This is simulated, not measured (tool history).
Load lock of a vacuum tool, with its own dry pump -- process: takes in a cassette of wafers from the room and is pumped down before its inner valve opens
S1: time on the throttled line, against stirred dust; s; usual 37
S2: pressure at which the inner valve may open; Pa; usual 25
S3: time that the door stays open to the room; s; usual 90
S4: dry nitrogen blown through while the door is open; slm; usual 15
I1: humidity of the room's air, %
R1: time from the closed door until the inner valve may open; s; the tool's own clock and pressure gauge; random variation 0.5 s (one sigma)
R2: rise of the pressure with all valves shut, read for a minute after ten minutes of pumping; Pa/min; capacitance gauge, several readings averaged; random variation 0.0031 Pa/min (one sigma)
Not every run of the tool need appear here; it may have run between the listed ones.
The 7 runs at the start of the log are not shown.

run 8 hour=2607.4 | S1=37 S2=25 S3=90 S4=15 | I1=47.7 | R1=66.3 R2=0.053
run 9 hour=3019.8 | S1=37 S2=25 S3=90 S4=15 | I1=43.2 | R1=64.9 R2=0.051
run 10 hour=3269.7 | S1=37 S2=25 S3=90 S4=15 | I1=41.9 | R1=66.2 R2=0.049
run 11 hour=3879.8 | S1=37 S2=25 S3=90 S4=15 | I1=43.9 | R1=65.5 R2=0.05
run 12 hour=4393.3 | S1=37 S2=25 S3=90 S4=15 | I1=47.2 | R1=65.3 R2=0.055
run 13 hour=4759.5 | S1=37 S2=25 S3=90 S4=15 | I1=41.9 | R1=65.9 R2=0.047
run 14 hour=5009.9 | S1=37 S2=25 S3=90 S4=15 | I1=47 | R1=65.6 R2=0.061
run 15 hour=5323.6 | S1=28 S2=25 S3=90 S4=15 | I1=45.6 | R1=60 R2=0.051
run 16 hour=5867.2 | S1=37 S2=25 S3=90 S4=15 | I1=44.9 | R1=65.4 R2=0.049
run 17 hour=6208.9 | S1=37 S2=25 S3=90 S4=15 | I1=45.6 | R1=65.5 R2=0.054
run 18 hour=6632.3 | S1=61 S2=25 S3=75 S4=15 | I1=46.1 | R1=83.2 R2=0.051
run 19 hour=6941.3 | S1=37 S2=38 S3=90 S4=15 | I1=43.5 | R1=64.1 R2=0.051
run 20 hour=7293.9 | S1=37 S2=25 S3=32 S4=15 | I1=43.3 | R1=65.9 R2=0.033
run 21 hour=7778.6 | S1=37 S2=33 S3=32 S4=16 | I1=43.9 | R1=64.3 R2=0.031
run 22 hour=8356.8 | S1=73 S2=25 S3=90 S4=15 | I1=46.2 | R1=90.6 R2=0.053
run 23 hour=8884.7 | S1=37 S2=38 S3=125 S4=20 | I1=44.2 | R1=63.8 R2=0.063
run 24 hour=9153.8 | S1=37 S2=20 S3=125 S4=20 | I1=46.7 | R1=65.9 R2=0.067
run 25 hour=9550.5 | S1=37 S2=20 S3=125 S4=20 | I1=41.4 | R1=66.3 R2=0.052
run 26 hour=9968.2 | S1=31 S2=25 S3=153 S4=15 | I1=44.8 | R1=61.2 R2=0.076
run 27 hour=10511.5 | S1=64 S2=25 S3=90 S4=8 | I1=44.1 | R1=85.1 R2=0.067
-- hour=10792.4 dry pump taken out, an overhauled one fitted
run 28 hour=11073.7 | S1=64 S2=25 S3=90 S4=8 | I1=45.6 | R1=84.6 R2=0.067
run 29 hour=11392 | S1=19 S2=25 S3=90 S4=8 | I1=46.4 | R1=52.9 R2=0.071
run 30 hour=11955.6 | S1=19 S2=25 S3=90 S4=8 | I1=43.9 | R1=53 R2=0.059

Run 31, settings as shown, results not yet in. Your forecast:
run 31 hour=12532.1 | S1=37 S2=37 S3=40 S4=15 | I1=45.2 | R1=? R2=?

For run 31 the tool returned R1 64.3 s, R2 0.027 Pa/min.
If the tool had no hidden condition, the same run with the same run-to-run variation would have returned R1 64.3 s, R2 0.025 Pa/min.
